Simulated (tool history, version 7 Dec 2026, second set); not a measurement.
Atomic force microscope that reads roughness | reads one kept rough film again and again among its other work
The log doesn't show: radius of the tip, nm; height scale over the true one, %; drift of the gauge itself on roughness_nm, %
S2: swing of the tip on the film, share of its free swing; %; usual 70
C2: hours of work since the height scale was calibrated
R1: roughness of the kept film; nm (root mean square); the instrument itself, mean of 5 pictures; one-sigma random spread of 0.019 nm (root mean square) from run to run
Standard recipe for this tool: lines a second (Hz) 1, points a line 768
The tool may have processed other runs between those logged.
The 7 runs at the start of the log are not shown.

{"run": 8, "hour": 193.6, "lines a second (Hz)": 1, "S2": 70, "points a line": 768, "pictures with this tip": 193, "C2": 593, "R1": 4.733}
{"run": 9, "hour": 232.5, "lines a second (Hz)": 1, "S2": 70, "points a line": 768, "pictures with this tip": 226, "C2": 610, "R1": 4.719}
{"run": 10, "hour": 261.7, "lines a second (Hz)": 1.03, "S2": 70, "points a line": 768, "pictures with this tip": 251, "C2": 623, "R1": 4.687}
{"run": 11, "hour": 289.1, "lines a second (Hz)": 1.03, "S2": 70, "points a line": 768, "pictures with this tip": 275, "C2": 635, "R1": 4.706}
{"run": 12, "hour": 319.3, "lines a second (Hz)": 1.03, "S2": 70, "points a line": 768, "pictures with this tip": 301, "C2": 648, "R1": 4.694}
{"run": 13, "hour": 338.1, "lines a second (Hz)": 1.03, "S2": 80, "points a line": 768, "pictures with this tip": 318, "C2": 657, "R1": 4.591}
{"run": 14, "hour": 365.3, "lines a second (Hz)": 1.03, "S2": 80, "points a line": 768, "pictures with this tip": 341, "C2": 669, "R1": 4.565}
{"hour": 389.4, "done": "new tip fitted"}
{"run": 15, "hour": 402.2, "lines a second (Hz)": 1.03, "S2": 80, "points a line": 960, "pictures with this tip": 11, "C2": 684, "R1": 4.595}
{"run": 16, "hour": 423.9, "lines a second (Hz)": 1.03, "S2": 80, "points a line": 960, "pictures with this tip": 30, "C2": 694, "R1": 4.554}
{"run": 17, "hour": 446.0, "lines a second (Hz)": 1.03, "S2": 80, "points a line": 960, "pictures with this tip": 49, "C2": 704, "R1": 4.538}
{"run": 18, "hour": 486.3, "lines a second (Hz)": 1.03, "S2": 80, "points a line": 960, "pictures with this tip": 84, "C2": 721, "R1": 4.569}
{"run": 19, "hour": 511.2, "lines a second (Hz)": 1.03, "S2": 80, "points a line": 960, "pictures with this tip": 106, "C2": 732, "R1": 4.593}
{"run": 20, "hour": 536.6, "lines a second (Hz)": 1, "S2": 70, "points a line": 768, "pictures with this tip": 128, "C2": 743, "R1": 4.712}
{"run": 21, "hour": 575.2, "lines a second (Hz)": 1, "S2": 70, "points a line": 768, "pictures with this tip": 161, "C2": 760, "R1": 4.728}
{"run": 22, "hour": 598.6, "lines a second (Hz)": 1.04, "S2": 70, "points a line": 768, "pictures with this tip": 181, "C2": 771, "R1": 4.729}
{"run": 23, "hour": 625.0, "lines a second (Hz)": 3.33, "S2": 55, "points a line": 768, "pictures with this tip": 204, "C2": 782, "R1": 4.686}
{"run": 24, "hour": 646.0, "lines a second (Hz)": 1.28, "S2": 83, "points a line": 495, "pictures with this tip": 222, "C2": 791, "R1": 4.415}
{"run": 25, "hour": 679.0, "lines a second (Hz)": 1.44, "S2": 89, "points a line": 418, "pictures with this tip": 251, "C2": 806, "R1": 4.158}
{"run": 26, "hour": 708.0, "lines a second (Hz)": 3.48, "S2": 60, "points a line": 883, "pictures with this tip": 276, "C2": 818, "R1": 4.57}
{"run": 27, "hour": 742.2, "lines a second (Hz)": 1.88, "S2": 78, "points a line": 883, "pictures with this tip": 305, "C2": 833, "R1": 4.331}
{"run": 28, "hour": 762.3, "lines a second (Hz)": 1.88, "S2": 78, "points a line": 883, "pictures with this tip": 323, "C2": 842, "R1": 4.329}
{"run": 29, "hour": 780.5, "lines a second (Hz)": 0.9, "S2": 77, "points a line": 693, "pictures with this tip": 339, "C2": 850, "R1": 4.629}
{"hour": 807.3, "done": "new tip fitted"}
{"run": 30, "hour": 810.9, "lines a second (Hz)": 0.59, "S2": 55, "points a line": 756, "pictures with this tip": 3, "C2": 863, "R1": 4.9}

Predict the results of run 31:
{"run": 31, "hour": 838.0, "lines a second (Hz)": 0.59, "S2": 55, "points a line": 756, "pictures with this tip": 27, "C2": 875, "R1": "?"}

{"run 31": {"R1": 4.91}}
Minus the tool's unlogged condition, the same run would have read R1 4.912 nm (root mean square).
